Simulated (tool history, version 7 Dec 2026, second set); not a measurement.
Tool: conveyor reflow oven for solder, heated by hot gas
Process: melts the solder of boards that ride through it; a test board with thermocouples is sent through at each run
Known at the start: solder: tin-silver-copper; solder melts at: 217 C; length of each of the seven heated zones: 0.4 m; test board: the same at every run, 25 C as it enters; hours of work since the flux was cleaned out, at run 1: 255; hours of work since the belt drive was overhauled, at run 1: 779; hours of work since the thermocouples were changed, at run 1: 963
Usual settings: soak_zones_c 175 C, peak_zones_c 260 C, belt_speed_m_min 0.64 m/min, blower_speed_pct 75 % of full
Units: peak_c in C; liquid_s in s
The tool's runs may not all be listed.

run    hour  soak_zones_c  peak_zones_c  belt_speed_m_min  blower_speed_pct  hours of work since the flux was cleaned out  hours of work since the belt drive was overhauled  hours of work since the thermocouples were changed  peak_c  liquid_s
  1       0           175           260              0.64                75                                           255                                                779                                                 963   249.5      56.6
  2    80.2           175           260              0.64                75                                           309                                                834                                                1018   249.6      56.4
  3   170.7           175           260              0.64                75                                           371                                                895                                                1079   249.6      55.8
  4   216.7           175           260              0.64                75                                           402                                                926                                                1110   250.1      56.6
  5   263.5           175           260              0.64                75                                           434                                                958                                                1142   249.8      55.5
      280.3  -- flux residue cleaned out of gas plates and filters
      335.8  -- thermocouples of zones 6 and 7 changed
  6   369.5           175           260              0.64                75                                            59                                               1025                                                  23   249.5      57.1
  7   417.8           175           260             0.597                75                                            92                                               1058                                                  56   250.9      61.8
  8   503.8           175           260             0.597                75                                           150                                               1116                                                 114   251.4      61.6
  9   564.8           175           260             0.597                75                                           191                                               1157                                                 155   250.9        62
 10   622.6           175           260             0.597                75                                           231                                               1196                                                 194   251.1      62.1
 11   676.3           175           260             0.597                75                                           267                                               1233                                                 231   250.9      61.7
 12   737.3           175           260              0.64                75                                           308                                               1274                                                 272   249.9      56.3
 13   794.7           175           260              0.64                75                                           347                                               1313                                                 311     250      56.6
      888.4  -- belt drive overhauled, speed set with a stopwatch
 14   893.2           175           260              0.64                75                                           411                                                  3                                                 375     249      56.1
      941.8  -- flux residue cleaned out of gas plates and filters
 15   993.8           175           260              0.64                75                                            35                                                 68                                                 440   249.1      56.1
 16  1088.6           163           262             0.513                67                                           100                                                132                                                 504     254      71.2
 17  1146.8           178           257             0.676                78                                           139                                                172                                                 544   246.7      51.5
 18  1189.1           185           260             0.676                78                                           168                                                200                                                 572   249.9      57.2
 19    1264           185           260             0.676                78                                           218                                                251                                                 623   249.5      56.8
 20    1320           185           260             0.676                78                                           256                                                289                                                 661     250      56.5
 21  1364.4           171           254              0.64                62                                           286                                                319                                                 691   241.4      47.8
 22    1423           171           254              0.64                62                                           326                                                359                                                 731   241.9        48
 23  1515.2           173           254              0.64                55                                           389                                                421                                                 793   241.1      47.2
 24  1583.6           173           254              0.64                55                                           435                                                468                                                 840   240.8      47.6
     1600.5  -- flux residue cleaned out of gas plates and filters
 25  1632.6           179           268             0.536                57                                            22                                                498                                                 870   259.5      76.7
 26  1719.7           183           260              0.64                57                                            81                                                557                                                 929     249      57.2
 27  1764.6           183           260              0.64                57                                           111                                                587                                                 959   248.3      57.7
 28  1823.2           175           265              0.64                88                                           151                                                627                                                 999   255.5      60.5
 29  1899.2           170           256              0.64                85                                           202                                                678                                                1050     247      52.2

Hidden state at the last listed run before each entry between runs and at the first one after, where it differs:
Between runs 5 and 6: flux residue cleaned out of gas plates and filters (hour 280.3); thermocouples of zones 6 and 7 changed (hour 335.8)
  heat that the gas passes to the board, % of a clean oven's: 99.1 -> 99.8; belt's true speed, % of the reading: 99.94 -> 99.93; true gas temperature in zones 6 and 7 over the reading, C: 0.1 -> 0.03
Between runs 13 and 14: belt drive overhauled, speed set with a stopwatch (hour 888.4)
  heat that the gas passes to the board, % of a clean oven's: 99.3 -> 99.1; belt's true speed, % of the reading: 99.91 -> 100
Between runs 14 and 15: flux residue cleaned out of gas plates and filters (hour 941.8)
  heat that the gas passes to the board, % of a clean oven's: 99.1 -> 99.9; belt's true speed, % of the reading: 100 -> 99.99; true gas temperature in zones 6 and 7 over the reading, C: 0.06 -> 0.07
Between runs 24 and 25: flux residue cleaned out of gas plates and filters (hour 1600.5)
  heat that the gas passes to the board, % of a clean oven's: 99.1 -> 99.9; belt's true speed, % of the reading: 99.97 -> 99.96

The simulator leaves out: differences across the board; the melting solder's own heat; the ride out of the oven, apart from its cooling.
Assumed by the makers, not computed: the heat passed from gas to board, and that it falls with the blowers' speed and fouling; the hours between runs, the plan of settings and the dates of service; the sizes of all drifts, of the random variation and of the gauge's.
